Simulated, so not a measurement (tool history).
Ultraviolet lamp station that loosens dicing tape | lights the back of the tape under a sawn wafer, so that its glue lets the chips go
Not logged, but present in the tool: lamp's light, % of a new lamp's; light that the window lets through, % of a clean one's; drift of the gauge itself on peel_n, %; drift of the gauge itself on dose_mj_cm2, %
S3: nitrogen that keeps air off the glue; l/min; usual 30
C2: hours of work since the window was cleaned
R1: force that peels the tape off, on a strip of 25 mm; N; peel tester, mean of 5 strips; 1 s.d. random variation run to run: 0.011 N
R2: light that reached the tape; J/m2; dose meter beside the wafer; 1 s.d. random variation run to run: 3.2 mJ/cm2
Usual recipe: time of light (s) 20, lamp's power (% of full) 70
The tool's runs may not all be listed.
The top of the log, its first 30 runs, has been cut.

{"run": 31, "hour": 383.3, "time of light (s)": 26, "lamp's power (% of full)": 98, "S3": 9, "hours of work of the lamp": 629, "C2": 67, "R1": 0.519, "R2": 7750}
{"run": 32, "hour": 399.6, "time of light (s)": 20, "lamp's power (% of full)": 71, "S3": 30, "hours of work of the lamp": 641, "C2": 79, "R1": 0.624, "R2": 4280}
{"run": 33, "hour": 417.0, "time of light (s)": 34, "lamp's power (% of full)": 85, "S3": 30, "hours of work of the lamp": 654, "C2": 93, "R1": 0.229, "R2": 8630}
{"run": 34, "hour": 432.6, "time of light (s)": 20, "lamp's power (% of full)": 66, "S3": 23, "hours of work of the lamp": 666, "C2": 105, "R1": 0.821, "R2": 3930}
{"run": 35, "hour": 440.7, "time of light (s)": 36, "lamp's power (% of full)": 70, "S3": 10, "hours of work of the lamp": 672, "C2": 111, "R1": 0.52, "R2": 7460}
{"run": 36, "hour": 456.8, "time of light (s)": 36, "lamp's power (% of full)": 70, "S3": 10, "hours of work of the lamp": 685, "C2": 123, "R1": 0.533, "R2": 7440}
{"run": 37, "hour": 473.8, "time of light (s)": 15, "lamp's power (% of full)": 64, "S3": 31, "hours of work of the lamp": 698, "C2": 136, "R1": 1.12, "R2": 2800}
{"run": 38, "hour": 484.1, "time of light (s)": 17, "lamp's power (% of full)": 63, "S3": 31, "hours of work of the lamp": 706, "C2": 144, "R1": 0.98, "R2": 3140}
{"run": 39, "hour": 493.0, "time of light (s)": 17, "lamp's power (% of full)": 70, "S3": 30, "hours of work of the lamp": 712, "C2": 151, "R1": 0.882, "R2": 3450}
{"run": 40, "hour": 509.9, "time of light (s)": 32, "lamp's power (% of full)": 62, "S3": 29, "hours of work of the lamp": 725, "C2": 164, "R1": 0.388, "R2": 5690}
{"run": 41, "hour": 526.9, "time of light (s)": 14, "lamp's power (% of full)": 66, "S3": 26, "hours of work of the lamp": 738, "C2": 177, "R1": 1.238, "R2": 2650}
{"run": 42, "hour": 537.7, "time of light (s)": 14, "lamp's power (% of full)": 66, "S3": 26, "hours of work of the lamp": 747, "C2": 185, "R1": 1.289, "R2": 2670}
{"run": 43, "hour": 548.8, "time of light (s)": 11, "lamp's power (% of full)": 71, "S3": 28, "hours of work of the lamp": 755, "C2": 193, "R1": 1.451, "R2": 2250}

Alternative continuations, all from the tool just after run 43; predict every row:
{"run": "A", "hour": 566.7, "time of light (s)": 10, "lamp's power (% of full)": 70, "S3": 30, "hours of work of the lamp": 769, "C2": 207, "R1": "?", "R2": "?"}
{"run": "B", "hour": 566.7, "time of light (s)": 16, "lamp's power (% of full)": 61, "S3": 28, "hours of work of the lamp": 769, "C2": 207, "R1": "?", "R2": "?"}
{"run": "C", "hour": 566.7, "time of light (s)": 22, "lamp's power (% of full)": 61, "S3": 15, "hours of work of the lamp": 769, "C2": 207, "R1": "?", "R2": "?"}

run=A R1=1.653 R2=1970
run=B R1=1.16 R2=2740
run=C R1=1.056 R2=3760
Take away the tool's hidden state, keep each run's random variation, and the runs would have read:
run=A R1=1.34 R2=2420
run=B R1=0.886 R2=3380
run=C R1=0.795 R2=4630
